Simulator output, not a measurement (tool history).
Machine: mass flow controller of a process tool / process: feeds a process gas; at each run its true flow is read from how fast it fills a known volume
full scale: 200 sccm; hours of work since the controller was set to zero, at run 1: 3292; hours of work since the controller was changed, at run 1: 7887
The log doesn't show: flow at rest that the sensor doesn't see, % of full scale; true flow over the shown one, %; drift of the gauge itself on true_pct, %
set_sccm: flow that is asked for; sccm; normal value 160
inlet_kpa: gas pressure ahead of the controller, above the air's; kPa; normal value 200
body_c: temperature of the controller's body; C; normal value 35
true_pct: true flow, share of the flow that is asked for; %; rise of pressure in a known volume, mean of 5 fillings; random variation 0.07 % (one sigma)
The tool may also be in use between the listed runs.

run	day	set_sccm	inlet_kpa	body_c	hours of work since the controller was set to zero	hours of work since the controller was changed	true_pct
1	0	160	200	35	3292	7887	100.8
2	14.296	160	200	35	3491	8086	101.02
3	28.6	160	200	35	3690	8285	101.09
4	38.375	160	200	35	3826	8421	101.05
5	49.071	160	200	35	3975	8570	101.01
6	58.225	160	200	30	4103	8698	101.33
7	69.55	160	200	30	4260	8855	101.31
# day 76.4: controller's zero set anew
8	81.346	160	200	30	69	9019	102.33
9	90.438	160	200	30	195	9146	102.45
10	102.888	160	226	35	369	9319	101.92
11	115.754	160	226	35	548	9499	102.05
12	130.004	160	226	35	746	9697	101.92
13	136.362	71	244	35	835	9786	100.96
14	145.888	22	217	34	968	9918	99.57
15	159.842	103	206	28	1162	10113	102.11
16	172.342	160	253	25	1336	10287	102.46
17	181.496	160	155	25	1464	10414	103.05
18	194.792	160	155	25	1649	10599	102.98
19	208.638	90	262	35	1841	10792	101.16
20	216.758	21	200	35	1955	10905	98.13
21	226.175	21	234	28	2086	11036	98.03
22	235.246	21	234	28	2212	11163	97.81
23	248.754	21	234	28	2400	11351	97.65
24	263.375	106	258	37	2604	11554	101.32

Difference, measured minus no-hidden-state, one row per run. Run-to-run variation is common to both terms; the gauge's own scatter need not be:
run	true_pct
1	+1.71
2	+1.72
3	+1.74
4	+1.75
5	+1.77
6	+1.78
7	+1.81
8	+2.81
9	+2.83
10	+2.84
11	+2.86
12	+2.88
13	+2.56
14	+1.04
15	+2.73
16	+2.93
17	+2.94
18	+2.97
19	+2.6
20	-0.48
21	-0.67
22	-0.85
23	-1.12
24	+2.72
